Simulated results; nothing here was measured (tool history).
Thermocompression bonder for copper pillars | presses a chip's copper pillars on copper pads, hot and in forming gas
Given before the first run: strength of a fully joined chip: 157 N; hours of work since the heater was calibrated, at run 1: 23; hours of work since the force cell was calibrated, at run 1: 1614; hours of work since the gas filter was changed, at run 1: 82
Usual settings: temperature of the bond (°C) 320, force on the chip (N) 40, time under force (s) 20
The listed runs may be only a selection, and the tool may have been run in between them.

| run | hour | temperature of the bond (°C) | force on the chip (N) | time under force (s) | hours of work since the heater was calibrated | hours of work since the force cell was calibrated | hours of work since the gas filter was changed | force that shears a chip off (N) |
|---|---|---|---|---|---|---|---|---|
| 1 | 0.0 | 320 | 40 | 20 | 23 | 1614 | 82 | 95.0 |
|  | 56.5 | forming gas filter changed |
| 2 | 80.3 | 320 | 40 | 20 | 75 | 1666 | 16 | 97.0 |
| 3 | 147.1 | 320 | 40 | 20 | 119 | 1710 | 59 | 94.9 |
|  | 237.1 | forming gas filter changed |
| 4 | 237.8 | 314 | 40 | 20 | 178 | 1769 | 0 | 91.6 |
|  | 275.8 | force cell calibrated |
| 5 | 310.8 | 314 | 33 | 20 | 225 | 23 | 47 | 82.5 |
| 6 | 355.5 | 314 | 33 | 20 | 254 | 52 | 77 | 78.5 |
| 7 | 402.4 | 304 | 40 | 14 | 285 | 83 | 107 | 73.6 |
|  | 422.6 | forming gas filter changed |
| 8 | 470.4 | 297 | 40 | 20 | 329 | 127 | 31 | 76.9 |
| 9 | 543.6 | 319 | 24 | 12 | 377 | 175 | 79 | 55.5 |
|  | 603.7 | forming gas filter changed |
| 10 | 637.3 | 327 | 40 | 38 | 438 | 236 | 22 | 121.3 |
| 11 | 685.7 | 320 | 49 | 20 | 469 | 268 | 54 | 106.4 |

Alternative continuations, all from the tool just after run 11; predict every row:
| A | 737.7 | 334 | 33 | 12 | 503 | 302 | 88 | ? |
| B | 737.7 | 320 | 49 | 14 | 503 | 302 | 88 | ? |
| C | 737.7 | 317 | 43 | 46 | 503 | 302 | 88 | ? |
| D | 737.7 | 330 | 59 | 54 | 503 | 302 | 88 | ? |

| run | force that shears a chip off (N) |
|---|---|
| A | 83.1 |
| B | 97.1 |
| C | 120.1 |
| D | 145.3 |
What these runs would have given with no unlogged condition in the tool:
| run | force that shears a chip off (N) |
|---|---|
| A | 83.3 |
| B | 97.4 |
| C | 120.4 |
| D | 145.9 |
